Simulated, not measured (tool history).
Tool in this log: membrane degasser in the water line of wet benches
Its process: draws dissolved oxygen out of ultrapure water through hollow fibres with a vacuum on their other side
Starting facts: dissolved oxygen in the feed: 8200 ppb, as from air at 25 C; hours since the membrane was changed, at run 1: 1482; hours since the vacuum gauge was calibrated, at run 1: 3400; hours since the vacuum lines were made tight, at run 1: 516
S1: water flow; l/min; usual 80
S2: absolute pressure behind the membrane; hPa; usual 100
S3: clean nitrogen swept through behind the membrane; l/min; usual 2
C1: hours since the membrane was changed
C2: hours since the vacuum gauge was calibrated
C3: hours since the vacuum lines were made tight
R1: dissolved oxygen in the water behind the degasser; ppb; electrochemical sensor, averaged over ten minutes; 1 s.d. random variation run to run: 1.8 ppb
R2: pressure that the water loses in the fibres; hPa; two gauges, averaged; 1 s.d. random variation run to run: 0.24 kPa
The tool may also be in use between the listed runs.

run,day,S1,S2,S3,C1,C2,C3,R1,R2
1,0,80,100,2,1482,3400,516,545.2,645.4
2,1.421,80,100,2,1516,3434,550,550.1,642.6
3,2.867,80,100,2,1551,3469,585,546.9,645
4,4.171,80,100,0.85,1582,3500,616,968.9,640.5
5,5.75,80,100,1.85,1620,3538,654,578.4,642.6
6,7.062,80,100,1.85,1652,3569,685,579.5,641.7
7,8.475,80,100,1.85,1685,3603,719,578.2,647.5
8,10.179,74,100,1.85,1726,3644,760,545.7,597.9
9,11.846,80,100,2,1766,3684,800,548.1,640.4
10,13.017,80,100,2,1795,3712,828,545.9,645.3
11,15.038,80,100,2,1843,3761,877,547.7,647.6
12,16.204,95,100,2,1871,3789,905,631.4,764.4
13,18.088,95,100,3.36,1916,3834,950,430.6,769.5
14,20.075,95,100,3.36,1964,3882,998,429,766.2
15,21.458,95,100,3.36,1997,3915,1031,429.4,767
16,23.008,95,227,3.36,2034,3952,1068,1083.8,766.7
17,25.129,80,62,4.02,2085,4003,1119,157.3,644.9
18,26.425,80,62,4.02,2116,4034,1150,158.1,645.8
19,28.254,50,74,1.15,2160,4078,1194,371.2,403.3
20,30.271,50,74,1.15,2209,4126,1242,369.2,404.9
21,31.988,102,233,2.88,2250,4167,1283,1309.7,823.3
22,33.992,90,188,2,2298,4216,1332,1243.4,724.6
23,35.254,62,127,1.07,2328,4246,1362,953,501.2
24,36.621,89,127,1.07,2361,4279,1395,1217.5,722
25,38.217,68,145,2.01,2399,4317,1433,755.5,547.9
26,39.204,68,145,2.01,2423,4341,1457,753.1,551.8
27,41.138,104,145,2.01,2469,4387,1503,1043.4,841.5
28,42.667,61,149,1.31,2506,4424,1540,983.6,496.2
29,44.079,53,114,0.99,2540,4458,1574,789.7,428.5
30,45.738,92,80,0.99,2580,4497,1613,722,747.3
31,47.579,74,208,3.65,2624,4542,1658,748.9,601.5

Forecast each of these 5 alternatives for the next run:
A,48.812,68,136,3.27,2654,4571,1687,?,?
B,48.812,86,100,1.08,2654,4571,1687,?,?
C,48.812,80,219,5.91,2654,4571,1687,?,?
D,48.812,74,170,3.65,2654,4571,1687,?,?
E,48.812,80,94,2.96,2654,4571,1687,?,?

run,R1,R2
A,474.7,551.4
B,891.4,697.4
C,572.3,649.6
D,605.1,603.9
E,378.4,647.6
The same runs, with their run-to-run variation unchanged, on a tool lacking any hidden condition would have given:
run,R1,R2
A,462.7,541.2
B,862.5,684.5
C,562.9,637.6
D,593.1,592.7
E,363,635.6
